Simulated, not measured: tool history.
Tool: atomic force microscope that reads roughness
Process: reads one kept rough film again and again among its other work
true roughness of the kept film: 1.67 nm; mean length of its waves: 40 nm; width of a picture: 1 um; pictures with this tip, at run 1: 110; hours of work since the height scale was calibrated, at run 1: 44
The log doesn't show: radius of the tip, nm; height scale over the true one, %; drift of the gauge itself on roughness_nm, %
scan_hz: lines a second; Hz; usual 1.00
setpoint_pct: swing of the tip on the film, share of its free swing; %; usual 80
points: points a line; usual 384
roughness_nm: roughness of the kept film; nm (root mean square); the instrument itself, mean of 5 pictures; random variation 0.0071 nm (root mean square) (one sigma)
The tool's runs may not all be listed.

run   hour  scan_hz  setpoint_pct  points  pictures with this tip  hours of work since the height scale was calibrated  roughness_nm
  1    0.0     1.00            80     384                     110                                                   44         1.373
  2    7.3     1.00            80     384                     121                                                   49         1.356
  3   16.4     1.00            80     384                     136                                                   55         1.349
      19.3  -- new tip fitted
  4   26.0     1.00            80     384                      10                                                   60         1.477
  5   35.5     1.00            88     384                      25                                                   66         1.408
  6   40.6     1.00            88     829                      33                                                   69         1.386
  7   46.1     1.00            80     384                      42                                                   73         1.440
  8   51.0     1.00            80     384                      49                                                   76         1.425
  9   58.8     1.00            70     384                      62                                                   81         1.450
 10   64.4     1.00            80     384                      71                                                   84         1.394
 11   73.7     1.00            80     384                      85                                                   90         1.381
 12   82.9     1.00            80     384                     100                                                   96         1.373
 13   88.9     1.00            80     287                     109                                                  100         1.346
 14   94.3     1.00            80     287                     118                                                  103         1.341
 15  102.8     1.00            80     384                     131                                                  109         1.331
     108.9  -- new tip fitted
 16  109.8     1.00            80     384                       1                                                  113         1.482
 17  113.7     1.00            80     384                       7                                                  115         1.467
 18  117.6     1.00            80     384                      14                                                  118         1.457
 19  125.2     1.00            80     384                      25                                                  122         1.437
 20  133.5     1.00            68     384                      39                                                  128         1.480
 21  140.2     3.25            80     384                      49                                                  132         1.211
 22  144.9     3.25            80     384                      57                                                  135         1.219
 23  151.5     3.25            80     384                      67                                                  139         1.190
 24  160.9     1.00            58     384                      82                                                  145         1.464
 25  170.3     1.00            58     384                      96                                                  151         1.434
 26  179.5     3.41            58     512                     111                                                  157         1.350
 27  188.5     3.41            58     512                     125                                                  162         1.356
 28  195.7     3.41            58     512                     136                                                  167         1.325
     197.6  -- new tip fitted
 29  203.4     0.83            65     443                       9                                                  171         1.540
 30  212.8     0.83            65     443                      24                                                  177         1.519
 31  216.8     0.83            61     878                      30                                                  180         1.537
 32  225.4     1.49            55     384                      43                                                  185         1.506
 33  230.1     3.53            80     469                      51                                                  188         1.183
 34  239.3     3.53            73     703                      65                                                  194         1.268
 35  248.0     1.39            60     557                      79                                                  200         1.455
 36  256.7     2.26            72     500                      93                                                  205         1.332
 37  264.9     2.26            64     500                     106                                                  210         1.369
 38  271.4     2.64            80     407                     116                                                  214         1.202
 39  280.3     0.93            64     288                     130                                                  220         1.396
     286.5  -- new tip fitted
 40  288.8     1.00            73     411                       3                                                  225         1.514
 41  296.2     1.52            68     411                      15                                                  230         1.491
 42  304.4     0.57            80     395                      28                                                  235         1.489
 43  310.2     1.00            68     301                      37                                                  238         1.497
 44  316.0     0.58            80     312                      46                                                  242         1.463
 45  325.2     1.00            80     498                      61                                                  248         1.435
 46  332.6     1.00            80     264                      72                                                  253         1.380
 47  339.6     1.00            80     264                      83                                                  257         1.383
 48  349.1     1.84            70     384                      98                                                  263         1.368
 49  354.8     1.00            80    1010                     107                                                  267         1.365

Forecast each of these 5 alternatives for the next run:
  A  363.5     2.06            79    1010                     121                                                  272             ?
  B  363.5     3.59            85     348                     121                                                  272             ?
  C  363.5     3.21            55    1010                     121                                                  272             ?
  D  363.5     1.00            82     318                     121                                                  272             ?
  E  363.5     0.83            70    1010                     121                                                  272             ?

run  roughness_nm
  A         1.254
  B         1.064
  C         1.371
  D         1.339
  E         1.396
Without the tool's hidden state the same runs would have given:
run  roughness_nm
  A         1.378
  B         1.169
  C         1.507
  D         1.472
  E         1.534
